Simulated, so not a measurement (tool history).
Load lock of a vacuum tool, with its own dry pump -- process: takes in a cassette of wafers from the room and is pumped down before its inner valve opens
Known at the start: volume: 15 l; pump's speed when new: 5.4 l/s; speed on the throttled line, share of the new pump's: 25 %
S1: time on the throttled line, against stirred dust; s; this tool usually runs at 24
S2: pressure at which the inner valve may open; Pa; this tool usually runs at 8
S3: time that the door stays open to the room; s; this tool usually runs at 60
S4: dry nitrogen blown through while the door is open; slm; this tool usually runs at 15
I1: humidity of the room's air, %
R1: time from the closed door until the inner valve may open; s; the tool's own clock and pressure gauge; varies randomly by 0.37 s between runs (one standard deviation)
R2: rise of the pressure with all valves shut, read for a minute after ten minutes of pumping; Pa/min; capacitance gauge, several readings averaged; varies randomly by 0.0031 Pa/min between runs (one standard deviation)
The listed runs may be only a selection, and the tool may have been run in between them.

run 1 hour=0.0 | S1=24 S2=8 S3=60 S4=15 | I1=47.0 | R1=45.9 R2=0.104
run 2 hour=202.4 | S1=24 S2=8 S3=29 S4=15 | I1=46.7 | R1=45.7 R2=0.080
run 3 hour=395.0 | S1=21 S2=8 S3=29 S4=15 | I1=42.8 | R1=43.7 R2=0.083
run 4 hour=668.6 | S1=21 S2=8 S3=29 S4=15 | I1=43.9 | R1=43.3 R2=0.089
run 5 hour=837.3 | S1=24 S2=8 S3=60 S4=15 | I1=42.0 | R1=46.8 R2=0.111
run 6 hour=1120.9 | S1=24 S2=8 S3=60 S4=15 | I1=44.2 | R1=45.7 R2=0.121
run 7 hour=1399.6 | S1=26 S2=8 S3=60 S4=15 | I1=45.4 | R1=48.4 R2=0.139
run 8 hour=1786.4 | S1=32 S2=8 S3=60 S4=15 | I1=47.5 | R1=52.1 R2=0.150
run 9 hour=1996.1 | S1=24 S2=8 S3=60 S4=15 | I1=44.5 | R1=46.8 R2=0.154
run 10 hour=2230.0 | S1=24 S2=8 S3=60 S4=15 | I1=42.5 | R1=46.3 R2=0.151
run 11 hour=2578.1 | S1=24 S2=8 S3=60 S4=15 | I1=46.7 | R1=47.0 R2=0.174
run 12 hour=2749.9 | S1=24 S2=8 S3=60 S4=15 | I1=46.3 | R1=47.1 R2=0.182
run 13 hour=2924.5 | S1=24 S2=8 S3=60 S4=41 | I1=47.5 | R1=47.4 R2=0.165
run 14 hour=3294.4 | S1=24 S2=8 S3=60 S4=9 | I1=42.7 | R1=46.8 R2=0.200
run 15 hour=3474.1 | S1=24 S2=8 S3=60 S4=9 | I1=43.1 | R1=47.5 R2=0.212
run 16 hour=3719.4 | S1=24 S2=8 S3=60 S4=9 | I1=45.5 | R1=47.2 R2=0.229
run 17 hour=4082.1 | S1=24 S2=8 S3=60 S4=15 | I1=44.5 | R1=47.3 R2=0.234
run 18 hour=4431.5 | S1=24 S2=8 S3=60 S4=15 | I1=46.0 | R1=46.8 R2=0.250
run 19 hour=4738.0 | S1=24 S2=8 S3=95 S4=15 | I1=49.0 | R1=47.4 R2=0.288
run 20 hour=5108.5 | S1=24 S2=10 S3=162 S4=15 | I1=42.9 | R1=46.0 R2=0.317
run 21 hour=5395.6 | S1=24 S2=10 S3=162 S4=15 | I1=43.6 | R1=47.2 R2=0.343
run 22 hour=5591.1 | S1=15 S2=8 S3=45 S4=14 | I1=44.8 | R1=41.3 R2=0.298
run 23 hour=5926.8 | S1=15 S2=8 S3=45 S4=14 | I1=43.1 | R1=41.9 R2=0.316
run 24 hour=6310.5 | S1=15 S2=8 S3=45 S4=14 | I1=44.1 | R1=41.6 R2=0.328
run 25 hour=6682.1 | S1=15 S2=8 S3=45 S4=14 | I1=43.7 | R1=42.8 R2=0.360
run 26 hour=7055.8 | S1=21 S2=8 S3=140 S4=15 | I1=47.3 | R1=46.1 R2=0.429
run 27 hour=7344.3 | S1=24 S2=7 S3=60 S4=28 | I1=44.3 | R1=49.0 R2=0.385
run 28 hour=7677.6 | S1=24 S2=8 S3=103 S4=8 | I1=40.7 | R1=49.0 R2=0.445
run 29 hour=7995.1 | S1=24 S2=6 S3=60 S4=15 | I1=43.1 | R1=50.1 R2=0.436
run 30 hour=8171.4 | S1=24 S2=8 S3=28 S4=34 | I1=49.4 | R1=49.3 R2=0.416
-- hour=8475.7 door's seal changed, seat wiped
run 31 hour=8524.3 | S1=24 S2=8 S3=28 S4=34 | I1=46.4 | R1=49.1 R2=0.040
run 32 hour=8908.5 | S1=24 S2=8 S3=28 S4=34 | I1=46.7 | R1=49.2 R2=0.042
run 33 hour=9069.5 | S1=24 S2=15 S3=70 S4=34 | I1=45.3 | R1=47.7 R2=0.058
run 34 hour=9419.7 | S1=24 S2=9 S3=60 S4=5 | I1=41.9 | R1=49.2 R2=0.099
run 35 hour=9725.2 | S1=24 S2=8 S3=34 S4=11 | I1=45.5 | R1=49.2 R2=0.083
run 36 hour=10038.6 | S1=24 S2=8 S3=34 S4=11 | I1=46.2 | R1=50.2 R2=0.081
run 37 hour=10392.8 | S1=24 S2=7 S3=224 S4=11 | I1=47.2 | R1=49.6 R2=0.194
run 38 hour=10696.7 | S1=38 S2=8 S3=129 S4=23 | I1=44.8 | R1=60.2 R2=0.132

Subtracting, for every run, the result it would have given without the tool's unlogged condition from the measured result gives the following. The same run-to-run variation enters both numbers; the gauge's scatter may not:
The hidden state here: pump's speed, % of a new pump's; leak at the door's seal, Pa l/s; drift of the gauge itself on ready_s, %; drift of the gauge itself on rise_pa_min, %.
run=1 R1=+1.5 R2=+0.029
run=2 R1=+1.5 R2=+0.033
run=3 R1=+1.7 R2=+0.037
run=4 R1=+1.8 R2=+0.044
run=5 R1=+1.8 R2=+0.048
run=6 R1=+1.9 R2=+0.057
run=7 R1=+1.9 R2=+0.065
run=8 R1=+1.9 R2=+0.079
run=9 R1=+2.2 R2=+0.082
run=10 R1=+2.3 R2=+0.090
run=11 R1=+2.5 R2=+0.103
run=12 R1=+2.5 R2=+0.110
run=13 R1=+2.6 R2=+0.117
run=14 R1=+2.7 R2=+0.129
run=15 R1=+2.8 R2=+0.134
run=16 R1=+2.8 R2=+0.148
run=17 R1=+3.0 R2=+0.167
run=18 R1=+3.1 R2=+0.178
run=19 R1=+3.3 R2=+0.195
run=20 R1=+3.3 R2=+0.211
run=21 R1=+3.5 R2=+0.231
run=22 R1=+4.1 R2=+0.242
run=23 R1=+4.2 R2=+0.255
run=24 R1=+4.5 R2=+0.271
run=25 R1=+4.7 R2=+0.299
run=26 R1=+4.4 R2=+0.319
run=27 R1=+4.5 R2=+0.333
run=28 R1=+4.6 R2=+0.350
run=29 R1=+4.9 R2=+0.368
run=30 R1=+4.9 R2=+0.383
run=31 R1=+5.0 R2=+0.003
run=32 R1=+5.1 R2=+0.008
run=33 R1=+4.8 R2=+0.010
run=34 R1=+5.3 R2=+0.015
run=35 R1=+5.5 R2=+0.020
run=36 R1=+5.8 R2=+0.026
run=37 R1=+5.9 R2=+0.035
run=38 R1=+5.0 R2=+0.042
